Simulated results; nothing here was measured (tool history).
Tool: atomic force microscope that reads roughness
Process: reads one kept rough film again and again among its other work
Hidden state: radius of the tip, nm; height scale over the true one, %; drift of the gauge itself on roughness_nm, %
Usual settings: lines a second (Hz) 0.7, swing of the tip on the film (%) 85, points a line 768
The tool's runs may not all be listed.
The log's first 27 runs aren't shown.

run     day  lines a second (Hz)  swing of the tip on the film (%)  points a line  pictures with this tip  hours of work since the height scale was calibrated  roughness of the kept film (nm (root mean square))
 28      33                3.296                                85            466                     226                                                   86                                               1.062
 29  33.992                3.296                                85            466                     245                                                   97                                               1.055
 30  34.733                3.749                                63            342                     259                                                  105                                               1.194
 31  36.129                1.035                                83            715                     285                                                  121                                               1.214
 32  37.858                1.035                                83            715                     317                                                  140                                               1.201
     38.496  -- new tip fitted
 33  39.258                2.507                                78            385                      14                                                  155                                               1.302
 34   40.05                1.705                                57            768                      29                                                  163                                               1.424
 35  40.892                1.705                                57            768                      45                                                  173                                               1.424
 36    41.7                  0.7                                85            263                      60                                                  181                                               1.338
 37  43.175                2.154                                67            542                      87                                                  198                                               1.331
 38  44.229                2.045                                66            930                     107                                                  209                                               1.353
 39  46.008                1.546                                67            768                     140                                                  229                                               1.327
 40  47.625                  0.7                                85            399                     170                                                  246                                                1.29
 41  49.317                0.941                                85            768                     202                                                  265                                               1.263
 42  50.158                0.941                                85            768                     217                                                  274                                               1.261
 43  51.704                0.941                                85            768                     246                                                  291                                               1.239
 44    52.6                1.703                                64            464                     263                                                  301                                               1.264
 45  53.575                1.703                                61            464                     281                                                  312                                               1.269
 46  54.892                1.703                                70            435                     306                                                  326                                               1.224
     56.058  -- new tip fitted
 47  56.396                  0.7                                85            842                       6                                                  342                                               1.398
 48  57.562                3.341                                75            342                      28                                                  355                                               1.246

Run 49 comes next. What will it give?
 49  58.383                  0.7                                65            788                      43                                                  364                                                   ?

Run 49 gave roughness of the kept film (nm (root mean square)) 1.43.
Without the tool's hidden state the same run would have given roughness of the kept film (nm (root mean square)) 1.466.
